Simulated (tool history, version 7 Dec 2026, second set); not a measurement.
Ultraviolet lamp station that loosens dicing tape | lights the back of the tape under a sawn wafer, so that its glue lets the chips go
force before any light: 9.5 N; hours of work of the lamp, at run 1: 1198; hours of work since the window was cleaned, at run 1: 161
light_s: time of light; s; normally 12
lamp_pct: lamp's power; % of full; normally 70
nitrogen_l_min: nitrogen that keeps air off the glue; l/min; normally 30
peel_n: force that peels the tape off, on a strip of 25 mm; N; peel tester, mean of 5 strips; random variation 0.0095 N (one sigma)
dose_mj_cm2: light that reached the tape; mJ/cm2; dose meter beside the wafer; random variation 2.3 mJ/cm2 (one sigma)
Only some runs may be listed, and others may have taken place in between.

run    hour  light_s  lamp_pct  nitrogen_l_min  hours of work of the lamp  hours of work since the window was cleaned  peel_n  dose_mj_cm2
  1       0       12        70              30                       1198                                         161   0.407          245
  2    95.9       12        70              30                       1254                                         216   0.418          242
  3   182.7       12        70              30                       1304                                         267   0.398          242
  4   255.5       12        70              30                       1347                                         309   0.417          247
  5   300.4       12        70              30                       1373                                         335   0.429          241
  6   402.2       12        70              30                       1432                                         394   0.413          245
      471.7  -- lamp changed
  7   500.3       12        70              30                         17                                         450   0.423          248
  8     543       12        70              30                         41                                         475   0.401          242
  9   633.7       12        70              30                         94                                         528   0.388          244
 10   678.8       12        82              30                        120                                         554   0.253          283
 11   772.6       12        70              30                        175                                         608   0.416          239
      804.4  -- window cleaned of glue's vapour
 12     825       18        81              57                        205                                          12   0.065          423
 13   913.5       18        80              50                        256                                          63   0.074          414
 14   984.4        8        74              11                        297                                         104   1.943          172
 15  1033.5        7        70              30                        326                                         133    1.39          141
 16  1109.4       12        63              29                        370                                         177   0.565          220
 17  1160.5       12        63              29                        399                                         207   0.562          217
 18    1258       13        70              42                        456                                         263   0.227          268
 19  1337.4        7        70              30                        502                                         309    1.45          143
 20    1429        7        70              30                        555                                         362   1.443          141
 21  1488.5        7        70              30                        590                                         397   1.391          145

Entry by entry between the runs, the difference in hidden state between the last listed run before and the first listed run after:
From run 6 to run 7: lamp changed (hour 471.7)
  lamp's light, % of a new lamp's: 99.6 -> 100
From run 11 to run 12: window cleaned of glue's vapour (hour 804.4)
  light that the window lets through, % of a clean one's: 99.9 -> 100
